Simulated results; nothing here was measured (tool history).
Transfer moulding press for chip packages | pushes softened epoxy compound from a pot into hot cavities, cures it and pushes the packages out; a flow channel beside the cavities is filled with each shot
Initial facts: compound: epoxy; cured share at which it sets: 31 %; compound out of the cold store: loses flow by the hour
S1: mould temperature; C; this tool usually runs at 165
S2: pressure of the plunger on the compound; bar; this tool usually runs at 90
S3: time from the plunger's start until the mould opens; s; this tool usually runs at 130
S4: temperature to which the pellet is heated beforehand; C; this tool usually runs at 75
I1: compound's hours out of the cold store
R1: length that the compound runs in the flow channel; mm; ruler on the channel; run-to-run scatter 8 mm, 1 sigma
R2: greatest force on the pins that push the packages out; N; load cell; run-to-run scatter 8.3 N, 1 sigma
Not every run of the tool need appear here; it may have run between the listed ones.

run	day	S1	S2	S3	S4	I1	R1	R2
1	0	165	90	130	75	26.3	799	620
2	0.621	165	75.8	130	75	17.9	773	665
# day 0.758: cavities cleaned with cleaning compound and waxed
3	1.204	165	75.8	130	75	45.1	656	709
4	1.821	165	75.8	150	75	47.3	639	664
5	2.175	165	75.8	150	75	27.5	725	678
6	2.446	165	90	130	75	12.1	878	703
7	2.871	165	90	130	75	23.3	803	719
# day 3.079: cavities cleaned with cleaning compound and waxed, once more
8	3.512	165	90	130	75	42.4	710	429
9	4.046	165	90	130	75	35.3	746	506
10	4.483	165	90	130	75	43.9	704	535
11	4.9	165	90	130	75	37.9	732	553
12	5.408	165	90	130	75	9.1	888	644
13	5.929	165	80.1	130	75	12.5	791	644
# day 6.262: cavities cleaned with cleaning compound and waxed
14	6.292	165	90	130	75	24.4	792	352
15	6.796	165	90	130	75	43.9	689	442
16	7.346	157	91.3	130	83	35.3	764	713
17	7.962	157	91.9	130	73	26.7	804	803
18	8.438	165	90	168	75	36.3	731	562
19	8.733	165	90	168	75	21.9	806	546
20	9.275	165	90	168	75	10.5	853	587
# day 9.425: cavities cleaned with cleaning compound and waxed
21	9.946	172	90	149	75	13.1	816	402
22	10.279	165	90	115	66	22.5	795	585
23	10.712	165	90	115	66	10.7	853	646

Forecast run 24:
24	11.004	165	96.5	155	66	33.1	?	?

{"run 24": {"R1": 766, "R2": 509}}
With no hidden state in the tool, this same run would have given R1 828 mm, R2 325 N.

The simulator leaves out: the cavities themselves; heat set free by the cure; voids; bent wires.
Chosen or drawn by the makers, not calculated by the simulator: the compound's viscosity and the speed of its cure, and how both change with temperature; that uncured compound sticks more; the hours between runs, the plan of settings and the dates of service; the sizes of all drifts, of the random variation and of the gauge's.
